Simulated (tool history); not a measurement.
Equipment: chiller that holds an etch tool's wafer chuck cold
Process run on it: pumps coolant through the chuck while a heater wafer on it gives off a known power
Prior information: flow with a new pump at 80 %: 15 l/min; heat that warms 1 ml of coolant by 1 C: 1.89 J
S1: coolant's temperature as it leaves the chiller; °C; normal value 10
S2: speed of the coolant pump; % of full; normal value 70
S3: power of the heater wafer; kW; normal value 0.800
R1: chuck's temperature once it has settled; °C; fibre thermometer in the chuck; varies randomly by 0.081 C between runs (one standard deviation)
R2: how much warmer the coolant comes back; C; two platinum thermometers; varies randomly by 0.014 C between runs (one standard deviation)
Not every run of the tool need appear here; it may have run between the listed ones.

Run 1, hour 0.0: usual settings. Result: R1 17.05 °C, R2 1.95 C.
Run 2, hour 66.9: usual settings but S3 0.405 kW. Result: R1 13.94 °C, R2 0.98 C.
Run 3, hour 122.4: usual settings but S3 0.405 kW. Result: R1 13.79 °C, R2 1.01 C.
Run 4, hour 190.5: usual settings but S3 0.405 kW. Result: R1 13.98 °C, R2 0.98 C.
Run 5, hour 265.3: usual settings but S3 0.405 kW. Result: R1 13.92 °C, R2 0.99 C.
Run 6, hour 337.6: usual settings but S3 0.405 kW. Result: R1 13.92 °C, R2 1.00 C.
Run 7, hour 373.4: usual settings but S3 0.405 kW. Result: R1 13.90 °C, R2 0.99 C.
Run 8, hour 443.9: usual settings but S3 0.996 kW. Result: R1 18.73 °C, R2 2.45 C.
Run 9, hour 497.5: usual settings but S3 0.996 kW. Result: R1 18.68 °C, R2 2.43 C.
At hour 533.7: chiller's thermometer calibrated.
Run 10, hour 575.9: usual settings but S3 0.996 kW. Result: R1 18.22 °C, R2 2.44 C.
Run 11, hour 641.6: usual settings but S3 0.996 kW. Result: R1 18.31 °C, R2 2.45 C.
Run 12, hour 722.6: usual settings but S3 0.996 kW. Result: R1 18.28 °C, R2 2.42 C.
Run 13, hour 778.7: usual settings but S2 82 % of full, S3 0.996 kW. Result: R1 17.59 °C, R2 2.12 C.
Run 14, hour 845.6: usual settings but S2 75 % of full. Result: R1 16.54 °C, R2 1.82 C.
Run 15, hour 897.0: usual settings but S2 75 % of full. Result: R1 16.54 °C, R2 1.83 C.
Run 16, hour 942.6: usual settings but S1 16 °C, S2 75 % of full. Result: R1 22.51 °C, R2 1.86 C.
At hour 990.6: coolant changed, channels flushed.
Run 17, hour 1003.4: usual settings but S2 64 % of full. Result: R1 16.14 °C, R2 2.15 C.
Run 18, hour 1076.4: usual settings but S2 64 % of full. Result: R1 16.03 °C, R2 2.16 C.
Run 19, hour 1120.5: usual settings but S2 64 % of full. Result: R1 16.12 °C, R2 2.14 C.
Run 20, hour 1195.4: usual settings but S3 1.197 kW. Result: R1 18.48 °C, R2 2.94 C.

What will run 21 give?
Run 21, hour 1241.3: usual settings but S3 1.197 kW. Result: R1 ?, R2 ?.

R1: 18.48 °C
R2: 2.94 C
If the tool had no hidden condition, the same run with the same run-to-run variation would have returned R1 18.09 °C, R2 2.87 C.
